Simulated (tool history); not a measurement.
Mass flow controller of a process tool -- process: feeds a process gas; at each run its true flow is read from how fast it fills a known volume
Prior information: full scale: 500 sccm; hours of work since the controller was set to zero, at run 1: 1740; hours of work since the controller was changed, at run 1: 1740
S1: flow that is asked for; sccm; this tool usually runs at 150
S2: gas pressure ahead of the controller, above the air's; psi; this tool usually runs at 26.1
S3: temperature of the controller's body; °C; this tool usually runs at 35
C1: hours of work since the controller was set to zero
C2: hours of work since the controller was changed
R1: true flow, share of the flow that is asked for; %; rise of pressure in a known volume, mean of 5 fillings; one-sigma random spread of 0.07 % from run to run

run 1 hour=0 | S1=150 S2=26.1 S3=35 | C1=1740 C2=1740 | R1=99.12
run 2 hour=78.6 | S1=150 S2=26.1 S3=35 | C1=1800 C2=1800 | R1=99.31
run 3 hour=119.3 | S1=150 S2=26.1 S3=35 | C1=1832 C2=1832 | R1=99.14
run 4 hour=187.9 | S1=150 S2=26.1 S3=35 | C1=1885 C2=1885 | R1=99.27
run 5 hour=259 | S1=50 S2=26.1 S3=35 | C1=1939 C2=1939 | R1=98
run 6 hour=333 | S1=50 S2=26.1 S3=35 | C1=1996 C2=1996 | R1=97.87
run 7 hour=407.7 | S1=50 S2=26.1 S3=35 | C1=2054 C2=2054 | R1=97.93
run 8 hour=445.5 | S1=50 S2=26.1 S3=35 | C1=2083 C2=2083 | R1=97.9
run 9 hour=482.4 | S1=150 S2=26.1 S3=33 | C1=2112 C2=2112 | R1=99.06
run 10 hour=540.1 | S1=331 S2=26.1 S3=33 | C1=2156 C2=2156 | R1=100.12
run 11 hour=613.3 | S1=150 S2=20.7 S3=35 | C1=2213 C2=2213 | R1=99.38
run 12 hour=671.1 | S1=150 S2=20.7 S3=35 | C1=2257 C2=2257 | R1=99.51
run 13 hour=716.5 | S1=299 S2=24.8 S3=35 | C1=2292 C2=2292 | R1=100.17
run 14 hour=778.6 | S1=483 S2=26.8 S3=35 | C1=2340 C2=2340 | R1=100.67
run 15 hour=844 | S1=150 S2=37.9 S3=29 | C1=2390 C2=2390 | R1=98.62
run 16 hour=903.7 | S1=150 S2=37.9 S3=29 | C1=2436 C2=2436 | R1=98.72
-- hour=910.7 controller's zero set anew
run 17 hour=937.9 | S1=150 S2=37.9 S3=29 | C1=21 C2=2462 | R1=98.27
run 18 hour=977.4 | S1=150 S2=37.9 S3=29 | C1=51 C2=2493 | R1=98.16
run 19 hour=1040.3 | S1=78 S2=26.1 S3=25 | C1=100 C2=2541 | R1=97.27
-- hour=1052.4 controller's zero set anew, once more
run 20 hour=1086.6 | S1=78 S2=26.1 S3=25 | C1=26 C2=2577 | R1=99.26
run 21 hour=1148.9 | S1=52 S2=21.2 S3=24 | C1=74 C2=2625 | R1=99.19
run 22 hour=1185.2 | S1=414 S2=26.1 S3=34 | C1=102 C2=2653 | R1=100.74
run 23 hour=1242.6 | S1=378 S2=33.1 S3=20 | C1=147 C2=2697 | R1=100

For each entry between runs, how does the tool's hidden state at the last listed run before it compare with that at the first listed run after it?
Logged between run 16 and run 17: controller's zero set anew (hour 910.7)
  flow at rest that the sensor doesn't see, % of full scale: -0.193 -> -0.329; true flow over the shown one, %: 0.59 -> 0.6
  measured less the result without the state, R1: -0.05 -> -0.5 %
Logged between run 19 and run 20: controller's zero set anew, once more (hour 1052.4)
  flow at rest that the sensor doesn't see, % of full scale: -0.335 -> -0.021; true flow over the shown one, %: 0.63 -> 0.64
  measured less the result without the state, R1: -1.52 -> +0.51 %

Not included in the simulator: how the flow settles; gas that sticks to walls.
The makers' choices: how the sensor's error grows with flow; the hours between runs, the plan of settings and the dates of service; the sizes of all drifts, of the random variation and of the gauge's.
